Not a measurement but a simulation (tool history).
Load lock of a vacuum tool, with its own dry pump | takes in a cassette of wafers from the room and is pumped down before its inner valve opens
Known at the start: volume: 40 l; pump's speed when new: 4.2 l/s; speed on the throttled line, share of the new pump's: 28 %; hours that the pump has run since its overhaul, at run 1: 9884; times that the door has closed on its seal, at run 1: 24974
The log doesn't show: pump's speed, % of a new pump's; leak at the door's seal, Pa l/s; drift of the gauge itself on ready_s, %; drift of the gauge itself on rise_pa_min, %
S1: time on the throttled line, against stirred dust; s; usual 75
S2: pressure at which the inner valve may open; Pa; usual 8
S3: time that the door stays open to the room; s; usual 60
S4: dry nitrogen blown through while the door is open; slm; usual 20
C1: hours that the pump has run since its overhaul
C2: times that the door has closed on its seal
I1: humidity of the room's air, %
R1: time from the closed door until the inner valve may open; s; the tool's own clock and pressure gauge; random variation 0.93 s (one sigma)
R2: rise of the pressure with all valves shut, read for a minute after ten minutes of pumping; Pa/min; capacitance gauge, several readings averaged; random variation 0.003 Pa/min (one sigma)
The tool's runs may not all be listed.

run 1 hour=0 | S1=75 S2=8 S3=60 S4=20 | C1=9884 C2=24974 | I1=45.2 | R1=155.4 R2=0.161
run 2 hour=223.1 | S1=75 S2=8 S3=60 S4=20 | C1=10107 C2=26050 | I1=45.3 | R1=154.9 R2=0.171
run 3 hour=502.8 | S1=75 S2=8 S3=60 S4=20 | C1=10387 C2=27399 | I1=43 | R1=155.7 R2=0.181
run 4 hour=658.3 | S1=40 S2=8 S3=60 S4=20 | C1=10543 C2=28149 | I1=48.3 | R1=131.7 R2=0.199
run 5 hour=917.3 | S1=75 S2=8 S3=26 S4=20 | C1=10802 C2=29399 | I1=47.4 | R1=156 R2=0.181
run 6 hour=1082.5 | S1=75 S2=8 S3=26 S4=20 | C1=10967 C2=30196 | I1=47.2 | R1=157.7 R2=0.186
run 7 hour=1312.4 | S1=75 S2=8 S3=26 S4=20 | C1=11197 C2=31305 | I1=41.7 | R1=157.1 R2=0.2
run 8 hour=1537.1 | S1=75 S2=8 S3=26 S4=20 | C1=11421 C2=32390 | I1=44.7 | R1=156.1 R2=0.202
run 9 hour=1839.9 | S1=75 S2=8 S3=60 S4=20 | C1=11724 C2=33850 | I1=42.6 | R1=158 R2=0.23
run 10 hour=2112.1 | S1=75 S2=8 S3=60 S4=20 | C1=11996 C2=35163 | I1=46.7 | R1=158.3 R2=0.251
run 11 hour=2449.8 | S1=75 S2=8 S3=60 S4=17 | C1=12334 C2=36793 | I1=44.8 | R1=157.2 R2=0.268
run 12 hour=2670.2 | S1=40 S2=8 S3=60 S4=17 | C1=12555 C2=37856 | I1=42.9 | R1=135.4 R2=0.28
run 13 hour=2974.5 | S1=75 S2=8 S3=60 S4=20 | C1=12859 C2=39324 | I1=50.4 | R1=156.7 R2=0.289
run 14 hour=3244.8 | S1=75 S2=8 S3=60 S4=20 | C1=13129 C2=40629 | I1=44.9 | R1=159.1 R2=0.293
run 15 hour=3549.5 | S1=75 S2=8 S3=60 S4=20 | C1=13434 C2=42098 | I1=45 | R1=160 R2=0.325
run 16 hour=3810.6 | S1=75 S2=8 S3=60 S4=21 | C1=13695 C2=43358 | I1=43 | R1=160.1 R2=0.326
run 17 hour=4103.2 | S1=75 S2=8 S3=60 S4=21 | C1=13987 C2=44770 | I1=47.8 | R1=160.5 R2=0.362
run 18 hour=4284.8 | S1=75 S2=8 S3=60 S4=21 | C1=14169 C2=45646 | I1=44.5 | R1=159 R2=0.357
run 19 hour=4557.4 | S1=97 S2=6 S3=134 S4=7 | C1=14442 C2=46961 | I1=47.4 | R1=179.3 R2=0.442
run 20 hour=4762.3 | S1=97 S2=6 S3=134 S4=7 | C1=14647 C2=47950 | I1=47.3 | R1=177.3 R2=0.451
-- hour=4941.8 door's seal changed, seat wiped
run 21 hour=5009.2 | S1=72 S2=9 S3=183 S4=38 | C1=14892 C2=325 | I1=47.7 | R1=157.9 R2=0.072
run 22 hour=5187 | S1=75 S2=11 S3=119 S4=26 | C1=15070 C2=1183 | I1=44.2 | R1=156.6 R2=0.061
run 23 hour=5422.1 | S1=75 S2=8 S3=60 S4=16 | C1=15305 C2=2317 | I1=43.2 | R1=160.8 R2=0.056
run 24 hour=5749 | S1=75 S2=8 S3=60 S4=16 | C1=15632 C2=3894 | I1=44.8 | R1=161.6 R2=0.054
run 25 hour=6075.3 | S1=50 S2=13 S3=182 S4=8 | C1=15958 C2=5468 | I1=46.2 | R1=138.8 R2=0.144
run 26 hour=6403.9 | S1=62 S2=16 S3=60 S4=20 | C1=16287 C2=7054 | I1=47.9 | R1=143.8 R2=0.066
run 27 hour=6596.3 | S1=56 S2=8 S3=65 S4=20 | C1=16479 C2=7982 | I1=43.1 | R1=148.9 R2=0.065
run 28 hour=6947.9 | S1=56 S2=8 S3=65 S4=20 | C1=16831 C2=9678 | I1=44.3 | R1=150.9 R2=0.08
run 29 hour=7205.6 | S1=56 S2=8 S3=65 S4=20 | C1=17088 C2=10922 | I1=41.7 | R1=151.2 R2=0.077
run 30 hour=7482.5 | S1=135 S2=10 S3=48 S4=20 | C1=17365 C2=12258 | I1=42.9 | R1=198.3 R2=0.077
run 31 hour=7657.5 | S1=135 S2=10 S3=48 S4=17 | C1=17540 C2=13102 | I1=46.8 | R1=200.7 R2=0.09
run 32 hour=7839.7 | S1=113 S2=8 S3=60 S4=8 | C1=17723 C2=13981 | I1=43.6 | R1=190.4 R2=0.109
run 33 hour=8178.5 | S1=113 S2=8 S3=60 S4=8 | C1=18061 C2=15615 | I1=46.3 | R1=190.7 R2=0.115
run 34 hour=8357.1 | S1=47 S2=8 S3=51 S4=29 | C1=18240 C2=16477 | I1=45.5 | R1=145.4 R2=0.094
run 35 hour=8657.6 | S1=55 S2=8 S3=51 S4=6 | C1=18540 C2=17927 | I1=44.8 | R1=151.2 R2=0.126
run 36 hour=8974.9 | S1=38 S2=10 S3=77 S4=6 | C1=18858 C2=19458 | I1=43 | R1=137.6 R2=0.151

The same runs without the tool's hidden state, with the same run-to-run variation:
run=1 R1=146 R2=0.041
run=2 R1=145.4 R2=0.042
run=3 R1=145.9 R2=0.04
run=4 R1=120.3 R2=0.053
run=5 R1=145.7 R2=0.023
run=6 R1=147.1 R2=0.025
run=7 R1=146.4 R2=0.025
run=8 R1=145.2 R2=0.023
run=9 R1=146.7 R2=0.039
run=10 R1=146.7 R2=0.045
run=11 R1=145.4 R2=0.045
run=12 R1=121.6 R2=0.049
run=13 R1=144.4 R2=0.045
run=14 R1=146.4 R2=0.041
run=15 R1=146.9 R2=0.046
run=16 R1=146.7 R2=0.042
run=17 R1=146.9 R2=0.053
run=18 R1=145.3 R2=0.044
run=19 R1=165.5 R2=0.108
run=20 R1=163.4 R2=0.104
run=21 R1=143.3 R2=0.072
run=22 R1=142.6 R2=0.058
run=23 R1=145.8 R2=0.051
run=24 R1=146.2 R2=0.044
run=25 R1=122.8 R2=0.129
run=26 R1=128.6 R2=0.045
run=27 R1=131.5 R2=0.041
run=28 R1=132.9 R2=0.05
run=29 R1=132.9 R2=0.042
run=30 R1=185.5 R2=0.036
run=31 R1=187.7 R2=0.045
run=32 R1=174.8 R2=0.06
run=33 R1=175 R2=0.056
run=34 R1=125.1 R2=0.031
run=35 R1=131 R2=0.053
run=36 R1=116.4 R2=0.068

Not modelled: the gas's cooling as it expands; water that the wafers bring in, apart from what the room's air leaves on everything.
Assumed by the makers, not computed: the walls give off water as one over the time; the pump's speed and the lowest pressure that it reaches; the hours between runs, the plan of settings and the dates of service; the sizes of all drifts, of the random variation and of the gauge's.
